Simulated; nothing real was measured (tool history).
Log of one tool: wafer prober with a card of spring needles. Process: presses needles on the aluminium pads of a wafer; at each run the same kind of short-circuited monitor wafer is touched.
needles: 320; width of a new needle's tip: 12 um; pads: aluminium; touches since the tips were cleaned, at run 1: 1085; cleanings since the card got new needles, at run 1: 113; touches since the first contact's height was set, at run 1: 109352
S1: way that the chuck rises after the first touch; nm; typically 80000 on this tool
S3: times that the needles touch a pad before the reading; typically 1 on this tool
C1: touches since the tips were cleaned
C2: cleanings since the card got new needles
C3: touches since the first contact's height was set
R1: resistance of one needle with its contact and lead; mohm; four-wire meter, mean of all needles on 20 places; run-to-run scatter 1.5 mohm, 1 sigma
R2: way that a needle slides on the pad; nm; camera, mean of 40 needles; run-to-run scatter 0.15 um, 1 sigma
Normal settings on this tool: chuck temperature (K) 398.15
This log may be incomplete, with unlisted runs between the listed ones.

Run 1, hour 0.0: usual settings; C1 1085; C2 113; C3 109352. Result: R1 192 mohm, R2 19900 nm.
At hour 6.6: tips cleaned on abrasive film.
At hour 17.5: tips cleaned on abrasive film.
At hour 28.1: tips cleaned on abrasive film.
Run 2, hour 36.1: usual settings; C1 3839; C2 116; C3 126599. Result: R1 243 mohm, R2 19830 nm.
At hour 38.3: tips cleaned on abrasive film.
At hour 47.1: tips cleaned on abrasive film.
At hour 56.6: tips cleaned on abrasive film.
Run 3, hour 56.6: usual settings; C1 0; C2 119; C3 136344. Result: R1 158 mohm, R2 19960 nm.
At hour 67.5: tips cleaned on abrasive film.
At hour 78.4: tips cleaned on abrasive film.
At hour 88.8: tips cleaned on abrasive film.
Run 4, hour 90.6: usual settings but S1 78000 nm; C1 838; C2 122; C3 152593. Result: R1 193 mohm, R2 19130 nm.
At hour 99.3: tips cleaned on abrasive film.
At hour 108.0: tips cleaned on abrasive film.
At hour 118.3: tips cleaned on abrasive film.
Run 5, hour 118.3: usual settings but S1 81000 nm; C1 0; C2 125; C3 165813. Result: R1 160 mohm, R2 19940 nm.
At hour 128.9: tips cleaned on abrasive film.
At hour 138.0: tips cleaned on abrasive film.
Run 6, hour 138.0: usual settings but S1 81000 nm; C1 0; C2 127; C3 175193. Result: R1 161 mohm, R2 20250 nm.
At hour 148.9: tips cleaned on abrasive film.
At hour 159.8: tips cleaned on abrasive film.
Run 7, hour 164.2: usual settings but S1 81000 nm, chuck temperature (K) 334.15; C1 2122; C2 129; C3 187726. Result: R1 213 mohm, R2 19880 nm.
At hour 168.6: tips cleaned on abrasive film.
At hour 179.4: tips cleaned on abrasive film.
Run 8, hour 187.8: usual settings but S1 81000 nm, chuck temperature (K) 334.15; C1 4064; C2 131; C3 199043. Result: R1 257 mohm, R2 20020 nm.
At hour 190.0: tips cleaned on abrasive film.
At hour 200.7: tips cleaned on abrasive film.
At hour 211.4: tips cleaned on abrasive film.
At hour 222.2: tips cleaned on abrasive film.
Run 9, hour 229.5: usual settings but S1 70000 nm; C1 3510; C2 135; C3 218927. Result: R1 282 mohm, R2 16870 nm.
At hour 231.7: tips cleaned on abrasive film.
At hour 242.2: tips cleaned on abrasive film.
At hour 251.0: tips cleaned on abrasive film.
At hour 257.4: height of the first contact set anew.
At hour 261.8: tips cleaned on abrasive film.
Run 10, hour 262.9: usual settings but chuck temperature (K) 389.15; C1 557; C2 139; C3 2638. Result: R1 174 mohm, R2 20790 nm.
At hour 271.4: tips cleaned on abrasive film.
At hour 282.1: tips cleaned on abrasive film.
Run 11, hour 282.1: usual settings but chuck temperature (K) 353.15; C1 0; C2 141; C3 11792. Result: R1 153 mohm, R2 20400 nm.
At hour 292.7: tips cleaned on abrasive film.
At hour 302.8: tips cleaned on abrasive film.
At hour 313.5: tips cleaned on abrasive film.
Run 12, hour 313.7: usual settings but S1 95000 nm, chuck temperature (K) 353.15; C1 127; C2 144; C3 26889. Result: R1 149 mohm, R2 24610 nm.
At hour 322.5: tips cleaned on abrasive film.
At hour 332.9: tips cleaned on abrasive film.
At hour 343.8: tips cleaned on abrasive film.
Run 13, hour 351.8: usual settings but S3 3; C1 3852; C2 147; C3 45102. Result: R1 185 mohm, R2 20510 nm.
At hour 353.7: tips cleaned on abrasive film.
At hour 364.5: tips cleaned on abrasive film.
At hour 374.6: tips cleaned on abrasive film.
Run 14, hour 375.3: usual settings; C1 341; C2 150; C3 56281. Result: R1 171 mohm, R2 20530 nm.
At hour 383.6: tips cleaned on abrasive film.
At hour 392.3: tips cleaned on abrasive film.
At hour 403.2: tips cleaned on abrasive film.
Run 15, hour 409.0: usual settings but S1 85000 nm, S3 3; C1 2792; C2 153; C3 72387. Result: R1 176 mohm, R2 21540 nm.
At hour 413.4: tips cleaned on abrasive film.
At hour 422.2: tips cleaned on abrasive film.
At hour 432.0: tips cleaned on abrasive film.
Run 16, hour 439.5: usual settings but chuck temperature (K) 305.15, S3 2; C1 3616; C2 156; C3 86921. Result: R1 204 mohm, R2 20140 nm.
At hour 441.5: tips cleaned on abrasive film.
At hour 452.4: tips cleaned on abrasive film.
At hour 461.1: tips cleaned on abrasive film.
Run 17, hour 461.9: usual settings but chuck temperature (K) 305.15, S3 2; C1 388; C2 159; C3 97605. Result: R1 150 mohm, R2 20210 nm.
At hour 470.7: tips cleaned on abrasive film.
At hour 481.4: tips cleaned on abrasive film.
At hour 491.6: tips cleaned on abrasive film.
Run 18, hour 491.6: usual settings but S1 92000 nm, chuck temperature (K) 389.15; C1 0; C2 162; C3 111776. Result: R1 160 mohm, R2 23300 nm.
At hour 502.5: tips cleaned on abrasive film.
At hour 513.4: tips cleaned on abrasive film.
At hour 523.9: tips cleaned on abrasive film.
Run 19, hour 531.5: usual settings but S1 92000 nm, chuck temperature (K) 389.15; C1 3643; C2 165; C3 130857. Result: R1 227 mohm, R2 23490 nm.
At hour 533.7: tips cleaned on abrasive film.
At hour 544.4: tips cleaned on abrasive film.
At hour 553.1: tips cleaned on abrasive film.
At hour 563.7: tips cleaned on abrasive film.
At hour 573.9: tips cleaned on abrasive film.
Run 20, hour 573.9: usual settings but S1 61000 nm, chuck temperature (K) 389.15, S3 2; C1 0; C2 170; C3 151045. Result: R1 166 mohm, R2 15170 nm.
At hour 584.5: tips cleaned on abrasive film.
At hour 595.4: tips cleaned on abrasive film.
At hour 606.2: tips cleaned on abrasive film.
Run 21, hour 612.9: usual settings but S1 71000 nm, chuck temperature (K) 330.15, S3 2; C1 3220; C2 173; C3 169733. Result: R1 225 mohm, R2 17760 nm.
At hour 615.2: tips cleaned on abrasive film.
At hour 625.6: tips cleaned on abrasive film.
At hour 636.3: tips cleaned on abrasive film.
At hour 646.4: tips cleaned on abrasive film.
Run 22, hour 652.5: usual settings but S1 71000 nm, chuck temperature (K) 330.15, S3 2; C1 2942; C2 177; C3 188607. Result: R1 218 mohm, R2 17420 nm.
At hour 656.5: tips cleaned on abrasive film.
At hour 667.2: tips cleaned on abrasive film.
At hour 678.1: tips cleaned on abrasive film.
At hour 688.6: tips cleaned on abrasive film.
Run 23, hour 688.8: usual settings but S1 71000 nm, chuck temperature (K) 330.15, S3 2; C1 102; C2 181; C3 205932. Result: R1 162 mohm, R2 17270 nm.
At hour 697.5: tips cleaned on abrasive film.
At hour 708.4: tips cleaned on abrasive film.
Run 24, hour 714.9: usual settings but S1 98000 nm, chuck temperature (K) 345.15, S3 2; C1 3115; C2 183; C3 218410. Result: R1 183 mohm, R2 24170 nm.
At hour 719.3: tips cleaned on abrasive film.
At hour 728.0: tips cleaned on abrasive film.
At hour 738.7: tips cleaned on abrasive film.
At hour 743.3: height of the first contact set anew.
At hour 749.5: tips cleaned on abrasive film.
Run 25, hour 757.8: usual settings but S1 65000 nm, S3 3; C1 4018; C2 187; C3 6949. Result: R1 217 mohm, R2 16730 nm.
At hour 760.1: tips cleaned on abrasive film.
At hour 770.6: tips cleaned on abrasive film.
At hour 781.4: tips cleaned on abrasive film.
Run 26, hour 781.4: usual settings but S1 65000 nm, S3 3; C1 0; C2 190; C3 18170. Result: R1 162 mohm, R2 16620 nm.
At hour 792.2: tips cleaned on abrasive film.
At hour 801.8: tips cleaned on abrasive film.
Run 27, hour 801.8: usual settings but S1 65000 nm, S3 3; C1 0; C2 192; C3 27883. Result: R1 163 mohm, R2 16520 nm.

Estimate the outcome of run 28 from the log above:
At hour 812.3: tips cleaned on abrasive film.
At hour 822.9: tips cleaned on abrasive film.
At hour 833.8: tips cleaned on abrasive film.
Run 28, hour 839.2: usual settings but S3 2; C1 2601; C2 195; C3 45795. Result: R1 ?, R2 ?.

{"run 28": {"R1": 211, "R2": 20730}}
With the hidden condition absent and the run-to-run variation left alone, this run would have shown R1 146 mohm, R2 20950 nm.
